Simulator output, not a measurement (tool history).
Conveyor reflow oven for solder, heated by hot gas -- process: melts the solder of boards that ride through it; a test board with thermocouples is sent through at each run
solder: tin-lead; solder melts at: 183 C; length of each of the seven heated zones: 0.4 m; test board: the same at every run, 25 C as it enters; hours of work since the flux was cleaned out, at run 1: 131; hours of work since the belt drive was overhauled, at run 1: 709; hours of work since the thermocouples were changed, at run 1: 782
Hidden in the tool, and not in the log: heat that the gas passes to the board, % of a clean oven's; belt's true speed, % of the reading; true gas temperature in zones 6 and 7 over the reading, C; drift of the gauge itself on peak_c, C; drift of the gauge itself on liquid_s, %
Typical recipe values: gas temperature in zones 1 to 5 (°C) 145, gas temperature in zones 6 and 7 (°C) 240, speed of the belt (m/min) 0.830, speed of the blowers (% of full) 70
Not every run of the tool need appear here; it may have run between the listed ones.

run,hour,gas temperature in zones 1 to 5 (°C),gas temperature in zones 6 and 7 (°C),speed of the belt (m/min),speed of the blowers (% of full),hours of work since the flux was cleaned out,hours of work since the belt drive was overhauled,hours of work since the thermocouples were changed,highest temperature of the board (°C),time above the solder's melting point (s)
1,0.0,145,240,0.830,70,131,709,782,224.4,49.9
2,37.3,145,240,0.714,70,157,734,807,228.0,60.5
3,70.6,145,240,0.830,70,179,757,830,223.9,49.9
4,106.7,145,240,0.830,70,204,781,855,224.7,50.1
5,124.6,145,240,0.830,70,216,794,867,224.3,50.1
6,149.1,145,240,0.830,70,233,810,884,223.9,50.0
7,168.6,144,240,0.830,70,246,824,897,223.4,49.4
8,191.5,145,240,0.830,65,262,839,912,222.3,49.4
9,219.4,145,240,0.830,65,281,858,931,222.9,49.5
10,237.0,145,240,0.830,65,293,870,943,222.6,49.3
11,273.0,145,240,0.822,65,317,895,968,223.7,49.9
12,290.7,145,240,0.822,65,329,907,980,222.5,50.2
13,311.8,145,240,0.830,70,344,921,994,223.7,49.6
14,347.1,145,240,0.830,70,368,945,1019,223.1,49.6
# hour 362.2: flux residue cleaned out of gas plates and filters
15,367.8,145,240,0.830,70,4,956,1029,224.3,50.3
16,403.9,145,240,0.830,70,28,981,1054,224.0,50.6
17,434.5,145,240,0.999,68,49,1002,1075,217.8,38.5
18,456.2,145,240,0.999,68,64,1016,1089,217.2,39.0
19,480.5,145,240,0.830,59,81,1033,1106,221.4,49.2
20,498.9,145,240,0.830,59,93,1045,1119,221.9,49.2
21,520.9,145,246,0.751,55,108,1061,1134,229.0,58.5
22,556.4,145,233,0.952,55,132,1085,1158,211.0,36.1
23,574.6,155,233,0.817,55,145,1097,1170,216.8,50.9
24,599.7,145,255,0.830,64,162,1114,1187,235.7,55.3
25,630.2,158,240,0.830,87,183,1135,1208,226.7,55.7
26,659.0,158,240,0.830,87,202,1155,1228,226.3,55.7
27,685.4,145,240,0.798,57,220,1173,1246,221.9,51.5

Run 28 has not been measured yet. What should we expect?
28,719.7,145,251,0.979,58,244,1196,1269,?,?

Logged for run 28: highest temperature of the board (°C) 224.4, time above the solder's melting point (s) 42.4.
Had the tool carried no hidden state, the very same run would have given highest temperature of the board (°C) 227.8, time above the solder's melting point (s) 42.5.

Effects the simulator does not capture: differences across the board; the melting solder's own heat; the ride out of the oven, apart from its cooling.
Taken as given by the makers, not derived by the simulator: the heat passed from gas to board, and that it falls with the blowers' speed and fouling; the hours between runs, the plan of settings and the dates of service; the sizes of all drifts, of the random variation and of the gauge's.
